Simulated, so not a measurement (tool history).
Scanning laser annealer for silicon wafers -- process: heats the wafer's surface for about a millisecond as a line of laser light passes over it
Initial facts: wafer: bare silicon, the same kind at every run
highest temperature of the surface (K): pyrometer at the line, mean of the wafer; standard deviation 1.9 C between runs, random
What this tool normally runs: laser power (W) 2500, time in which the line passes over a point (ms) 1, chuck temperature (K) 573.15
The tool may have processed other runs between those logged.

run     day  laser power (W)  time in which the line passes over a point (ms)  chuck temperature (K)  highest temperature of the surface (K)
  1       0             2500                                                1                 573.15                                 1366.15
  2   0.262             2500                                                1                 573.15                                 1359.15
  3   0.608             2500                                                1                 573.15                                 1365.15
  4   1.046             2500                                                1                 573.15                                 1361.15
  5   1.367             2722                                                1                 573.15                                 1426.15
  6   1.692             2722                                                1                 573.15                                 1421.15
  7   1.967             2722                                                1                 573.15                                 1424.15
  8   2.254             2722                                                1                 573.15                                 1427.15
  9    2.55             2722                                                1                 573.15                                 1426.15
 10   2.871             2722                                                1                 573.15                                 1420.15
 11   3.288             2722                                                1                 573.15                                 1420.15
 12   3.679             2722                                                1                 573.15                                 1421.15
 13   3.921             2722                                                1                 573.15                                 1422.15
 14   4.371             2722                                                1                 573.15                                 1422.15
 15   4.783             2722                                                1                 573.15                                 1421.15
 16   5.033             2500                                                1                 573.15                                 1359.15
 17   5.483             2500                                                1                 573.15                                 1360.15
 18   5.879             2500                                                1                 573.15                                 1358.15
 19   6.308             2500                                                1                 573.15                                 1360.15
      6.438  -- window over the wafer cleaned
 20   6.846             2500                                                1                 573.15                                 1356.15
 21   7.233             2329                                             1.15                 573.15                                 1371.15
 22   7.696             2329                                             1.15                 573.15                                 1371.15
 23   8.233             2329                                             1.15                 573.15                                 1374.15
 24   8.788             2329                                             1.19                 573.15                                 1387.15
      9.042  -- window over the wafer cleaned, once more
 25   9.238             2519                                             0.71                 591.15                                 1244.15
 26   9.488             2519                                             0.71                 591.15                                 1242.15
 27   9.821             2519                                             0.71                 591.15                                 1240.15
 28  10.104             2496                                             0.78                 573.15                                 1255.15
 29  10.462             2217                                              1.2                 573.15                                 1368.15
 30  10.725             2217                                              1.2                 573.15                                 1364.15
 31  11.033             2217                                              1.2                 573.15                                 1365.15
 32  11.292             2209                                             1.09                 565.15                                 1312.15
 33  11.742             2249                                             0.95                 569.15                                 1271.15
 34  12.062             2539                                             0.89                 565.15                                 1314.15
 35  12.583             2539                                             0.89                 565.15                                 1316.15
 36  13.142             2539                                             0.89                 565.15                                 1313.15
 37  13.433             2539                                             0.89                 565.15                                 1317.15
 38  13.662             2688                                             1.21                 588.15                                 1539.15
 39  14.025             2688                                             1.21                 588.15                                 1540.15

Branching from run 39: 3 alternative next runs. What would each branch give?
  A  14.517             2629                                             1.21                 545.15                                       ?
  B  14.517             2500                                             0.77                 580.15                                       ?
  C  14.517             2500                                                1                 573.15                                       ?

run  highest temperature of the surface (K)
  A                                 1476.15
  B                                 1257.15
  C                                 1367.15
Stripped of hidden state, with their random variation kept, the same runs would have yielded:
run  highest temperature of the surface (K)
  A                                 1486.15
  B                                 1265.15
  C                                 1375.15

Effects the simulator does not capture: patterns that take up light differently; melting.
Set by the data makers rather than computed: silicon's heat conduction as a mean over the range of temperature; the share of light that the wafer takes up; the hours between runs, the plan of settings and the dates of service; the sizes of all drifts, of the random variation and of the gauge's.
